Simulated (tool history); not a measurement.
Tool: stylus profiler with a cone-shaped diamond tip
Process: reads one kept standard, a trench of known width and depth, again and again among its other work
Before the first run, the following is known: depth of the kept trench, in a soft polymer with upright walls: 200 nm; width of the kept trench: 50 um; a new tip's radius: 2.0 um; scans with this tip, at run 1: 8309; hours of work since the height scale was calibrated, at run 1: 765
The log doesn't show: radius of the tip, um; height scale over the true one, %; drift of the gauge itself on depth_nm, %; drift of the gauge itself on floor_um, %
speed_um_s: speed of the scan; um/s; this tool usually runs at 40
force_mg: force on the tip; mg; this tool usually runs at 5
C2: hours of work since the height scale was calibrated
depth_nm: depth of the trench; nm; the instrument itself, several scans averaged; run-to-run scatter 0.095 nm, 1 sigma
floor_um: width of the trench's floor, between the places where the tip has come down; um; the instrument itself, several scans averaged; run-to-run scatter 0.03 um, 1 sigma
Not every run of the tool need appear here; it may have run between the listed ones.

run 1 hour=0 | speed_um_s=40 force_mg=5 | scans_with_this_tip=8309 C2=765 | depth_nm=204.76 floor_um=47.54
run 2 hour=41.1 | speed_um_s=40 force_mg=5 | scans_with_this_tip=8576 C2=790 | depth_nm=204.84 floor_um=47.52
run 3 hour=100.6 | speed_um_s=40 force_mg=5 | scans_with_this_tip=8963 C2=825 | depth_nm=204.85 floor_um=47.5
run 4 hour=137.2 | speed_um_s=40 force_mg=5 | scans_with_this_tip=9200 C2=847 | depth_nm=204.78 floor_um=47.49
run 5 hour=194.9 | speed_um_s=40 force_mg=5 | scans_with_this_tip=9575 C2=882 | depth_nm=204.59 floor_um=47.44
run 6 hour=245.8 | speed_um_s=40 force_mg=5 | scans_with_this_tip=9906 C2=912 | depth_nm=204.77 floor_um=47.51
-- hour=249.2 height scale calibrated on a step standard
run 7 hour=301.9 | speed_um_s=40 force_mg=5 | scans_with_this_tip=10267 C2=32 | depth_nm=204.66 floor_um=47.44
run 8 hour=351.3 | speed_um_s=11 force_mg=5 | scans_with_this_tip=10588 C2=61 | depth_nm=204.64 floor_um=47.54
run 9 hour=394.4 | speed_um_s=75 force_mg=12.63 | scans_with_this_tip=10868 C2=87 | depth_nm=209.16 floor_um=47.32
-- hour=454.3 height scale calibrated on a step standard, once more
run 10 hour=454.3 | speed_um_s=26 force_mg=12.43 | scans_with_this_tip=11254 C2=0 | depth_nm=209.66 floor_um=47.44
run 11 hour=486.3 | speed_um_s=26 force_mg=12.43 | scans_with_this_tip=11462 C2=19 | depth_nm=210.15 floor_um=47.49
run 12 hour=539.5 | speed_um_s=28 force_mg=14.09 | scans_with_this_tip=11808 C2=51 | depth_nm=210.49 floor_um=47.43
run 13 hour=574.3 | speed_um_s=135 force_mg=5.49 | scans_with_this_tip=12034 C2=72 | depth_nm=205.51 floor_um=46.95
run 14 hour=606.2 | speed_um_s=21 force_mg=5 | scans_with_this_tip=12241 C2=91 | depth_nm=205.21 floor_um=47.4
run 15 hour=666.7 | speed_um_s=43 force_mg=2.19 | scans_with_this_tip=12634 C2=127 | depth_nm=203.2 floor_um=47.2

Had the tool no unlogged condition, and each run kept its random variation, what would the results have been?
run=1 depth_nm=205.25 floor_um=48.09
run=2 depth_nm=205.34 floor_um=48.08
run=3 depth_nm=205.37 floor_um=48.08
run=4 depth_nm=205.31 floor_um=48.09
run=5 depth_nm=205.14 floor_um=48.06
run=6 depth_nm=205.34 floor_um=48.15
run=7 depth_nm=205.36 floor_um=48.1
run=8 depth_nm=205.36 floor_um=48.21
run=9 depth_nm=209.91 floor_um=48.01
run=10 depth_nm=209.68 floor_um=48.15
run=11 depth_nm=210.18 floor_um=48.2
run=12 depth_nm=210.54 floor_um=48.16
run=13 depth_nm=205.57 floor_um=47.7
run=14 depth_nm=205.28 floor_um=48.16
run=15 depth_nm=203.29 floor_um=47.97
